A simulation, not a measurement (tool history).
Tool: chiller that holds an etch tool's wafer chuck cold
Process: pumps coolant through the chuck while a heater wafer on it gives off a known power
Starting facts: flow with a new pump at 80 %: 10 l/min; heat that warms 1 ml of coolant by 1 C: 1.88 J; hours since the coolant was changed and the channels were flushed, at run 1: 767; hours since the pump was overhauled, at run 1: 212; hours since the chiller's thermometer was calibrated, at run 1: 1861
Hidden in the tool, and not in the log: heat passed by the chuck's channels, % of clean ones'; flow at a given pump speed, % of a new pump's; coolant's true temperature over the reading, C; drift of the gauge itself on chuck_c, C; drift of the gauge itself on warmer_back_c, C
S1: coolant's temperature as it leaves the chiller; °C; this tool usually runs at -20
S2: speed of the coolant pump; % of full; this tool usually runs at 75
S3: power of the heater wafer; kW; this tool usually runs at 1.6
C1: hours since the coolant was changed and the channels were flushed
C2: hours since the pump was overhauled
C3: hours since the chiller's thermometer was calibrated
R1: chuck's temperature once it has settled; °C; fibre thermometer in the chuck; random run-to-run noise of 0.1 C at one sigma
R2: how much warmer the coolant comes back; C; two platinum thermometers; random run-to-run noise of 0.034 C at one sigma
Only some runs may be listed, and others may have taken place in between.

run    hour   S1  S2     S3    C1    C2    C3     R1    R2
  1       0  -20  75    1.6   767   212  1861   -7.3  5.48
  2    95.2  -18  75    1.6   862   307  1956   -5.2  5.46
  3     186  -20  62    1.6   953   398  2047   -5.2  6.61
  4   264.3  -20  62    1.6  1031   476  2125   -5.2  6.63
  5   337.9  -20  75  1.124  1105   550  2198  -10.9   3.9
  6   428.5  -20  75  2.287  1195   640  2289   -1.6  7.82
      473.8  -- chiller's thermometer calibrated
  7   480.8  -20  75  2.287  1247   691     7     -2  7.86
  8   535.5  -20  75  2.287  1301   746    62   -1.8  7.84
  9   610.1  -20  75  1.671  1376   821   136   -6.6  5.82
 10   670.8  -20  75  1.671  1437   882   197   -6.7  5.76
 11   754.6  -12  75    1.6  1521   965   281    0.7  5.51
      768.3  -- coolant pump overhauled
 12   839.8  -12  75    1.6  1601    71   361    0.8  5.54
 13   885.5  -12  75    1.6  1646   117   407      1  5.56
 14   945.8  -20  75    1.6  1707   178   467   -7.1  5.59
 15  1010.2  -20  75    1.6  1771   242   531   -7.2  5.52
     1062.4  -- coolant pump overhauled, once more
 16  1114.8  -20  75    1.6  1871    52   631   -7.3  5.47
 17    1163  -20  75    1.6  1919   101   679   -7.3  5.48
 18  1227.2  -29  83  1.553  1983   165   743  -17.3  4.78
 19  1291.7  -29  83  1.553  2048   229   808  -17.5  4.84
 20  1359.1  -22  90  1.726  2115   297   875   -9.9  4.95
 21  1434.2  -20  92  1.654  2190   372   950   -8.4  4.69
 22  1506.1  -20  92  1.654  2262   444  1022   -8.5  4.67
 23  1593.8  -20  92  1.654  2350   531  1110   -8.5  4.71
 24  1663.3  -20  76  0.957  2419   601  1179  -12.3  3.25
 25  1716.8  -29  97  1.125  2473   654  1233  -21.3     3
 26  1771.4  -15  97  1.223  2527   709  1288   -7.1  3.32
 27  1860.4  -15  97  1.223  2616   798  1377   -6.8  3.36
 28  1936.2  -15  97  1.223  2692   874  1452   -6.8  3.31
 29  2023.6  -15  95    1.6  2780   961  1540   -3.9  4.41
 30  2113.8  -20  85  1.157  2870  1051  1630  -11.1  3.51
 31  2168.2  -20  66  1.597  2924  1106  1684   -5.4  6.26
 32  2228.4  -20  73  0.819  2984  1166  1745  -12.9  2.91
 33  2278.2  -20  73  0.819  3034  1216  1794    -13   2.9

Some steps in R1 between neighbouring runs. How much of each would the tool show without its hidden state too (settings, what came in, random variation), and how much is left for the hidden state, with any gauge scatter that isn't in both results?
Run 5 -> 6: S3 1.124 -> 2.287. R1 +9.3 °C: hidden state +0.4, all else +8.9.
Run 17 -> 18: S1 -20 -> -29, S2 75 -> 83, S3 1.6 -> 1.553. R1 -10 °C: hidden state +0, all else -10.
Run 25 -> 26: S1 -29 -> -15, S3 1.125 -> 1.223. R1 +14.2 °C: hidden state +0, all else +14.2.
Run 30 -> 31: S2 85 -> 66, S3 1.157 -> 1.597. R1 +5.7 °C: hidden state +0.4, all else +5.3.
Run 31 -> 32: S2 66 -> 73, S3 1.597 -> 0.819. R1 -7.5 °C: hidden state -0.4, all else -7.1.

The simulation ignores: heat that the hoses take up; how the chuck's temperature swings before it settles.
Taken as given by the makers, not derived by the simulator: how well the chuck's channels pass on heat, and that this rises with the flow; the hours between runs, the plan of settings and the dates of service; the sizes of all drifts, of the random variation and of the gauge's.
